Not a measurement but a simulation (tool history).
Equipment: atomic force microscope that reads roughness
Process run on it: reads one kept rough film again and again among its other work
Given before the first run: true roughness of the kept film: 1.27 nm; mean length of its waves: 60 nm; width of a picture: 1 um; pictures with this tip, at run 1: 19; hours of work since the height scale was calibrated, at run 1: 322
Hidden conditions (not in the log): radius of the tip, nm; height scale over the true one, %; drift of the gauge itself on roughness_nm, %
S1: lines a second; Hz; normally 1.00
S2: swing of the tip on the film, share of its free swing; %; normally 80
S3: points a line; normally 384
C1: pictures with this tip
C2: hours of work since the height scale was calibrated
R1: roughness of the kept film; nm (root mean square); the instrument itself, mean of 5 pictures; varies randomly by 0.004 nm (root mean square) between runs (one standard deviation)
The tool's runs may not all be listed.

run   hour    S1  S2    S3   C1   C2     R1
  1    0.0  1.00  80   384   19  322  1.173
  2   19.2  1.00  80   840   48  335  1.168
  3   41.6  1.00  80   840   83  351  1.164
  4   56.6  1.00  66   384  106  362  1.197
  5   82.3  1.00  66   384  146  380  1.189
  6  103.5  1.00  66   384  178  395  1.176
  7  121.7  1.00  66   807  206  408  1.172
     134.5  -- new tip fitted
  8  137.5  1.00  66   807    5  419  1.207
  9  152.5  1.00  74   384   28  430  1.189
 10  178.5  1.00  74   384   68  448  1.180
 11  199.2  1.80  80   384  100  463  1.095
 12  226.2  1.00  64   384  141  482  1.187
 13  242.4  1.00  64   384  166  494  1.182
 14  266.1  1.00  80   877  203  511  1.132
     280.3  -- new tip fitted
 15  286.4  1.00  80   336    9  525  1.169
 16  310.9  1.00  80   336   47  542  1.169
 17  331.8  1.00  80   336   79  557  1.155
 18  357.4  1.00  80   336  119  575  1.154
 19  370.1  1.00  80   336  138  584  1.147
 20  385.7  1.00  80   336  162  595  1.140
 21  404.0  1.00  80   950  190  608  1.137
 22  416.6  1.00  69   929  210  617  1.168
     425.9  -- new tip fitted
 23  442.3  3.51  74   373   26  635  1.073
 24  453.3  2.79  80   384   43  643  1.048
 25  479.4  0.85  81   292   83  662  1.166
 26  491.1  1.93  80   550  101  670  1.095
 27  509.9  0.81  63   437  130  683  1.206
 28  522.9  1.00  65   500  150  693  1.191
 29  539.8  1.00  65   500  176  705  1.190
 30  554.1  1.43  64  1016  198  715  1.174
     571.6  -- new tip fitted
 31  572.7  3.49  75   290    2  728  1.063
 32  591.9  3.49  75   290   31  741  1.059
 33  611.2  3.49  75   290   61  755  1.049
 34  623.9  3.49  75   290   80  764  1.058
 35  636.8  1.00  61   940  100  773  1.220
 36  656.9  1.11  70   940  131  787  1.186
 37  681.8  1.11  70   940  170  805  1.171

Measured minus without-hidden-state, run by run (identical run-to-run variation in each term; gauge scatter may differ):
run      R1
  1  -0.002
  2  -0.008
  3  -0.015
  4  -0.020
  5  -0.029
  6  -0.036
  7  -0.042
  8  +0.002
  9  -0.004
 10  -0.012
 11  -0.017
 12  -0.027
 13  -0.033
 14  -0.039
 15  +0.002
 16  -0.006
 17  -0.013
 18  -0.020
 19  -0.024
 20  -0.028
 21  -0.034
 22  -0.038
 23  +0.000
 24  -0.002
 25  -0.010
 26  -0.013
 27  -0.020
 28  -0.023
 29  -0.029
 30  -0.033
 31  +0.005
 32  +0.000
 33  -0.005
 34  -0.009
 35  -0.014
 36  -0.019
 37  -0.028
